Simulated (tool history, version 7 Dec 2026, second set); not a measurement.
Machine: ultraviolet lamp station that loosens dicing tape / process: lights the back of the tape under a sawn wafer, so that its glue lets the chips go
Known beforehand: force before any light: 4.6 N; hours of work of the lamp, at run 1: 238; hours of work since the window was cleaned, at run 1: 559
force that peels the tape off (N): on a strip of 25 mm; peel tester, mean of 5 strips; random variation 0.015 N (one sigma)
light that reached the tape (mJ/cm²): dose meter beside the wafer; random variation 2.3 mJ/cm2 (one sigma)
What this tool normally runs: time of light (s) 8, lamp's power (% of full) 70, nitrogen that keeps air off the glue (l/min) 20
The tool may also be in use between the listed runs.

run   hour  time of light (s)  lamp's power (% of full)  nitrogen that keeps air off the glue (l/min)  hours of work of the lamp  hours of work since the window was cleaned  force that peels the tape off (N)  light that reached the tape (mJ/cm²)
  1      0                  8                        70                                            20                        238                                         559                                0.9                                   205
  2   11.9                  8                        70                                             9                        244                                         566                              1.376                                   202
  3     30                  8                        70                                             9                        254                                         575                              1.401                                   201
  4   44.8                  8                        70                                             9                        262                                         583                              1.375                                   204
  5   55.7                  8                        70                                             9                        267                                         588                              1.427                                   198
  6   65.2                  8                        70                                             9                        272                                         593                              1.366                                   200
  7   81.4                  8                        70                                             9                        281                                         602                              1.391                                   197
      95.5  -- window cleaned of glue's vapour
  8   98.7                  8                        70                                             9                        290                                           2                              1.386                                   199
  9  110.7                  8                        86                                            20                        296                                           8                              0.691                                   242
 10  120.1                  8                        70                                            20                        301                                          13                              0.945                                   194
 11  138.6                  8                        70                                            20                        311                                          23                              0.914                                   195
 12  149.2                  8                        70                                            20                        316                                          28                              0.935                                   195
 13  163.8                  8                        70                                            20                        324                                          36                              0.947                                   190
 14  180.2                  8                        69                                            16                        332                                          44                              1.094                                   191
 15  191.2                  5                        99                                            14                        338                                          50                              1.378                                   168
 16  213.1                 13                        70                                            15                        350                                          62                               0.58                                   308
     216.9  -- window cleaned of glue's vapour, once more
 17  236.5                  6                        95                                             8                        362                                          10                              1.263                                   220
 18  249.9                  8                        84                                            20                        369                                          17                              0.608                                   260
 19  271.3                  8                        67                                            28                        380                                          29                              0.745                                   205
 20  294.1                  7                        71                                            25                        392                                          40                              0.906                                   189
 21  312.1                  8                        86                                            20                        401                                          50                               0.64                                   258
 22  332.3                  8                        69                                            16                        412                                          60                              1.014                                   209
 23    343                  8                        69                                            16                        417                                          66                              1.002                                   207
 24  359.4                  5                        78                                            16                        426                                          75                              1.504                                   146
 25  377.6                  5                        78                                            16                        436                                          84                              1.504                                   146

Each row is a separate what-if for the run after 25, all from the same tool condition, not one after another. Results?
  A  392.5                  6                        83                                            24                        443                                          92                                  ?                                     ?
  B  392.5                  6                        72                                            10                        443                                          92                                  ?                                     ?
  C  392.5                  6                        83                                            17                        443                                          92                                  ?                                     ?
  D  392.5                 15                        70                                            20                        443                                          92                                  ?                                     ?
  E  392.5                  9                        78                                            13                        443                                          92                                  ?                                     ?

run  force that peels the tape off (N)  light that reached the tape (mJ/cm²)
  A                              0.933                                   184
  B                               1.69                                   161
  C                              1.124                                   184
  D                              0.357                                   388
  E                              0.795                                   258
Without the tool's unlogged condition, the same runs would have read:
run  force that peels the tape off (N)  light that reached the tape (mJ/cm²)
  A                              0.749                                   215
  B                              1.442                                   188
  C                              0.915                                   215
  D                              0.305                                   453
  E                              0.635                                   302
